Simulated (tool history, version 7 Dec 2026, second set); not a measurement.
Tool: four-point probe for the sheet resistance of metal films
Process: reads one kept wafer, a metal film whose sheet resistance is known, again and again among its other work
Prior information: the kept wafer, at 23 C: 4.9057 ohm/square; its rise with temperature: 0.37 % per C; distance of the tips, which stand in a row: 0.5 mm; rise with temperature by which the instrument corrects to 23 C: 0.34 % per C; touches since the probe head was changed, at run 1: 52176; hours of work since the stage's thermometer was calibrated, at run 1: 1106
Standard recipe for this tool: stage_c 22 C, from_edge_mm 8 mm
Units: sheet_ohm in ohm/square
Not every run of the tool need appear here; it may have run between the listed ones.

| run | day | stage_c | from_edge_mm | touches since the probe head was changed | hours of work since the stage's thermometer was calibrated | sheet_ohm |
|---|---|---|---|---|---|---|
| 1 | 0.000 | 22 | 8 | 52176 | 1106 | 4.914038 |
| 2 | 1.288 | 18 | 8 | 53235 | 1129 | 4.905828 |
| 3 | 3.138 | 18 | 4 | 54754 | 1161 | 4.937730 |
| 4 | 5.188 | 18 | 4 | 56440 | 1197 | 4.937545 |
| 5 | 6.400 | 22 | 8 | 57436 | 1218 | 4.913352 |
| 6 | 7.788 | 34 | 3 | 58576 | 1242 | 4.997191 |
| 7 | 9.496 | 21 | 11 | 59982 | 1272 | 4.907275 |
| 8 | 11.042 | 32 | 8 | 61249 | 1299 | 4.931804 |
| 9 | 11.921 | 32 | 8 | 61973 | 1314 | 4.929001 |
| 10 | 13.788 | 32 | 8 | 63508 | 1347 | 4.931997 |

Here are 3 independent what-if runs from the current tool condition. What would each one return?
| A | 15.812 | 22 | 8 | 65174 | 1382 | ? |
| B | 15.812 | 34 | 8 | 65174 | 1382 | ? |
| C | 15.812 | 29 | 13 | 65174 | 1382 | ? |

| run | sheet_ohm |
|---|---|
| A | 4.913370 |
| B | 4.934021 |
| C | 4.918322 |
Take away the tool's hidden state, keep each run's random variation, and the runs would have read:
| run | sheet_ohm |
|---|---|
| A | 4.913651 |
| B | 4.934298 |
| C | 4.918600 |
